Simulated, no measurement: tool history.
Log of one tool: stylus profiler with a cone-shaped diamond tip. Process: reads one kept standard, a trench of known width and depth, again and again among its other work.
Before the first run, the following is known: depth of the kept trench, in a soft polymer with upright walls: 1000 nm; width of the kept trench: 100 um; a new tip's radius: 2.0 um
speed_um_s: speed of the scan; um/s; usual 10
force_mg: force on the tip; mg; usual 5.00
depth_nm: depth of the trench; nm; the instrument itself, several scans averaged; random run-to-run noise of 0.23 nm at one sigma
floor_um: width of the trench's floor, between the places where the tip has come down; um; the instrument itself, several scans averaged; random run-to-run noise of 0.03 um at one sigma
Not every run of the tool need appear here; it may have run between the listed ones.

| run | hour | speed_um_s | force_mg | depth_nm | floor_um |
|---|---|---|---|---|---|
| 1 | 0.0 | 10 | 5.00 | 1017.70 | 93.54 |
| 2 | 36.4 | 10 | 6.61 | 1022.39 | 93.47 |
| 3 | 74.8 | 10 | 6.61 | 1022.20 | 93.40 |
| 4 | 106.5 | 10 | 5.00 | 1018.11 | 93.39 |
| 5 | 132.2 | 10 | 9.69 | 1029.53 | 93.34 |
| 6 | 167.5 | 10 | 9.69 | 1029.33 | 93.35 |
| 7 | 203.6 | 10 | 5.00 | 1018.16 | 93.28 |
| 8 | 235.3 | 10 | 5.00 | 1017.70 | 93.22 |
|  | 239.5 | height scale calibrated on a step standard |
| 9 | 267.7 | 10 | 5.00 | 1016.65 | 93.24 |
| 10 | 292.3 | 10 | 5.00 | 1016.50 | 93.12 |
| 11 | 315.3 | 10 | 5.00 | 1016.99 | 93.17 |
| 12 | 341.1 | 10 | 2.02 | 1007.44 | 93.07 |
| 13 | 368.9 | 10 | 2.02 | 1007.31 | 93.04 |
| 14 | 394.7 | 10 | 2.02 | 1007.37 | 93.03 |
| 15 | 423.1 | 5 | 9.60 | 1027.76 | 93.03 |
|  | 428.9 | new tip fitted, height scale calibrated |
| 16 | 450.7 | 7 | 1.77 | 1010.25 | 96.46 |
|  | 459.1 | height scale calibrated on a step standard, once more |
| 17 | 470.6 | 7 | 1.77 | 1010.11 | 96.43 |
| 18 | 488.0 | 7 | 1.77 | 1010.03 | 96.40 |
| 19 | 521.5 | 18 | 11.78 | 1036.33 | 96.39 |
| 20 | 540.3 | 18 | 11.78 | 1036.75 | 96.34 |
| 21 | 566.3 | 18 | 11.78 | 1036.29 | 96.24 |
| 22 | 593.2 | 10 | 5.78 | 1022.85 | 96.19 |
| 23 | 610.0 | 15 | 3.04 | 1015.02 | 96.12 |
| 24 | 627.9 | 15 | 3.04 | 1014.25 | 96.06 |
| 25 | 649.2 | 12 | 2.31 | 1012.37 | 96.08 |

For some of the steps in depth_nm from one run to the next: how much would appear even if the tool had no hidden state, given the settings, what came in and random variation, and how much remains for the hidden state plus any gauge scatter that the measured result and the result without hidden state don't share?
Hidden state at play: radius of the tip, um; height scale over the true one, %; drift of the gauge itself on depth_nm, %; drift of the gauge itself on floor_um, %.
Run 8 -> 9: height scale calibrated on a step standard. depth_nm -1.05 nm: hidden state -0.97, all else -0.08.
Run 14 -> 15: speed_um_s 10 -> 5, force_mg 2.02 -> 9.60. depth_nm +20.39 nm: hidden state -0.12, all else +20.51.
Run 15 -> 16: speed_um_s 5 -> 7, force_mg 9.60 -> 1.77, new tip fitted, height scale calibrated. depth_nm -17.51 nm: hidden state +3.84, all else -21.35.
Run 18 -> 19: speed_um_s 7 -> 18, force_mg 1.77 -> 11.78. depth_nm +26.30 nm: hidden state -0.06, all else +26.36.
